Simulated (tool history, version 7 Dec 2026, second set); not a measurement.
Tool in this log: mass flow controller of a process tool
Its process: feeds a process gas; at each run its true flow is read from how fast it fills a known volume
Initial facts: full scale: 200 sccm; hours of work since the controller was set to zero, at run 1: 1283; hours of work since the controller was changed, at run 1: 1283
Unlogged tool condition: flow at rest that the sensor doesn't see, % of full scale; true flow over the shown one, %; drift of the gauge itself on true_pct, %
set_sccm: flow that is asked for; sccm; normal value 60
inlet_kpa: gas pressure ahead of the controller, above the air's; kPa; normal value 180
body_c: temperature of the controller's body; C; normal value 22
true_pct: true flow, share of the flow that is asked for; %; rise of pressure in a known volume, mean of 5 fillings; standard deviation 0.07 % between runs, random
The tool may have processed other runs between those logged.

run,hour,set_sccm,inlet_kpa,body_c,hours of work since the controller was set to zero,hours of work since the controller was changed,true_pct
1,0.0,60,180,22,1283,1283,98.49
2,488.0,60,180,22,1509,1509,98.73
3,1017.1,60,180,22,1754,1754,98.50
4,1523.0,60,180,22,1988,1988,98.54
5,1771.1,60,180,22,2103,2103,98.30
6,2283.0,60,180,22,2340,2340,98.42
7,2511.4,60,176,22,2446,2446,98.47
8,2960.4,60,180,22,2654,2654,98.43
9,3352.0,60,180,22,2835,2835,98.56
10,3876.1,60,180,22,3078,3078,98.62
11,4262.6,60,180,22,3257,3257,98.51
12,4662.3,60,180,31,3442,3442,98.10
13,4946.4,60,180,31,3574,3574,98.17
14,5226.4,60,180,31,3703,3703,98.20
15,5776.9,60,180,31,3958,3958,98.11
16,6313.8,60,180,23,4207,4207,98.39
17,6851.9,60,180,23,4456,4456,98.45
18,7316.1,60,180,23,4671,4671,98.42
19,7653.1,60,180,23,4827,4827,98.52
20,8105.8,60,268,22,5037,5037,99.19
21,8667.9,60,184,22,5297,5297,98.41
22,8999.8,60,184,22,5451,5451,98.54
23,9518.7,95,156,39,5691,5691,98.56
24,10008.4,60,276,27,5918,5918,99.16
25,10546.8,60,276,27,6167,6167,98.89
26,10841.1,60,276,27,6303,6303,98.85
27,11374.1,110,233,27,6550,6550,100.22
28,11766.9,110,233,27,6732,6732,100.37
29,12050.5,75,278,35,6864,6864,99.44
30,12304.9,37,233,24,6981,6981,97.03
31,12580.5,85,245,24,7109,7109,99.94
32,13116.5,34,180,22,7357,7357,96.16
33,13644.9,166,180,22,7602,7602,101.42
34,13876.4,73,206,27,7709,7709,99.09
35,14114.0,79,157,30,7819,7819,98.76
# hour 14399.8: controller's zero set anew
36,14399.8,90,147,35,0,7951,100.69
37,14653.7,90,147,35,118,8069,100.62
38,15118.5,90,147,35,333,8284,100.74
39,15477.1,90,177,35,499,8450,100.82
40,15854.8,141,205,33,674,8625,101.82
41,16084.7,51,211,22,780,8732,101.04
42,16422.8,51,199,26,937,8888,100.96
43,16671.5,51,199,26,1052,9003,100.66

Below are 4 alternative next runs, each starting from the tool's condition after run 43. Predict each:
A,17162.2,60,202,22,1279,9231,?
B,17162.2,99,199,26,1279,9231,?
C,17162.2,60,190,36,1279,9231,?
D,17162.2,31,164,31,1279,9231,?

run,true_pct
A,101.30
B,101.81
C,100.46
D,99.68
The same runs, with their run-to-run variation unchanged, on a tool lacking any hidden condition would have given:
run,true_pct
A,98.50
B,98.84
C,97.66
D,97.28

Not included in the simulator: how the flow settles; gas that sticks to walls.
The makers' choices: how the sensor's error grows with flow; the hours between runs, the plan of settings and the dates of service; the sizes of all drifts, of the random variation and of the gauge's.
